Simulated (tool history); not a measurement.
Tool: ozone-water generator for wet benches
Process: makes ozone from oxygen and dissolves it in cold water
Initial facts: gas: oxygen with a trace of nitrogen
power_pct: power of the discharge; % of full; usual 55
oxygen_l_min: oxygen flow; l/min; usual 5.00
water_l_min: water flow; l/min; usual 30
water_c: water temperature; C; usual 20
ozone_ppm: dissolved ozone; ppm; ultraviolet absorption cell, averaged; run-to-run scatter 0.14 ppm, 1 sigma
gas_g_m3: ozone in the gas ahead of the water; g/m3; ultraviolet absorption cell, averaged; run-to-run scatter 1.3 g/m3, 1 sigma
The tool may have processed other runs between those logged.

run,day,power_pct,oxygen_l_min,water_l_min,water_c,ozone_ppm,gas_g_m3
1,0.000,55,5.00,30,20,14.5,241.1
2,3.000,55,5.00,30,20,14.6,240.7
3,5.738,55,5.00,30,20,14.4,236.2
4,7.475,55,5.00,30,20,14.6,239.1
5,9.604,55,5.00,33,20,13.2,237.5
6,13.346,55,5.00,33,20,13.0,237.5
7,16.008,55,5.00,35,20,12.4,238.5
8,19.304,55,5.00,35,20,12.2,237.2
9,21.775,54,5.00,35,20,12.1,234.3
10,25.308,54,5.00,35,20,12.3,236.4
11,27.000,54,5.00,35,20,11.9,234.2
12,30.317,54,5.00,35,20,12.1,235.0
13,34.371,55,5.00,30,27,13.2,239.2
14,36.162,55,5.00,27,20,16.3,236.5
15,38.154,55,5.00,27,20,16.1,236.3
16,42.046,55,5.00,27,20,16.0,238.2
17,44.567,55,5.55,30,19,14.7,221.8
18,47.404,55,5.55,30,19,14.7,221.0
19,49.188,46,5.55,30,19,13.2,201.6
20,52.496,55,2.79,26,20,15.8,335.0
21,54.225,55,3.65,30,18,14.2,282.6
22,56.517,65,4.07,42,20,10.5,295.1
23,59.300,65,4.07,42,20,10.3,293.0
24,61.458,65,3.43,39,15,11.5,325.6
25,64.208,55,5.00,31,20,13.9,236.6
26,66.342,55,5.00,31,20,13.8,235.2
27,68.000,91,5.00,43,14,13.3,314.4
28,69.808,91,5.00,43,14,13.2,313.9
29,72.867,91,5.00,43,14,13.2,313.0
30,75.062,91,5.00,43,14,13.1,314.3
31,77.521,91,5.00,43,14,13.4,311.2
32,81.271,55,5.00,30,15,15.0,233.0

Had the tool no unlogged condition, and each run kept its random variation, what would the results have been?
Hidden state at play: yield of the discharge, % of new electrodes'; contactor's efficiency, % of a clean one's; true water temperature over the reading, C; drift of the gauge itself on ozone_ppm, %; drift of the gauge itself on gas_g_m3, %.
run,ozone_ppm,gas_g_m3
1,15.1,243.0
2,15.2,242.8
3,15.0,238.4
4,15.3,241.4
5,13.8,239.8
6,13.6,240.0
7,13.0,241.1
8,12.8,239.9
9,12.7,237.0
10,12.9,239.3
11,12.5,237.2
12,12.8,238.1
13,13.9,242.5
14,17.2,240.0
15,17.0,239.8
16,16.8,241.9
17,15.5,225.3
18,15.5,224.7
19,14.0,204.5
20,16.6,340.8
21,15.0,287.6
22,11.2,301.1
23,10.9,299.0
24,12.2,332.5
25,14.7,241.2
26,14.6,239.9
27,14.3,322.9
28,14.2,322.6
29,14.2,321.9
30,14.1,323.4
31,14.4,320.3
32,16.0,238.3
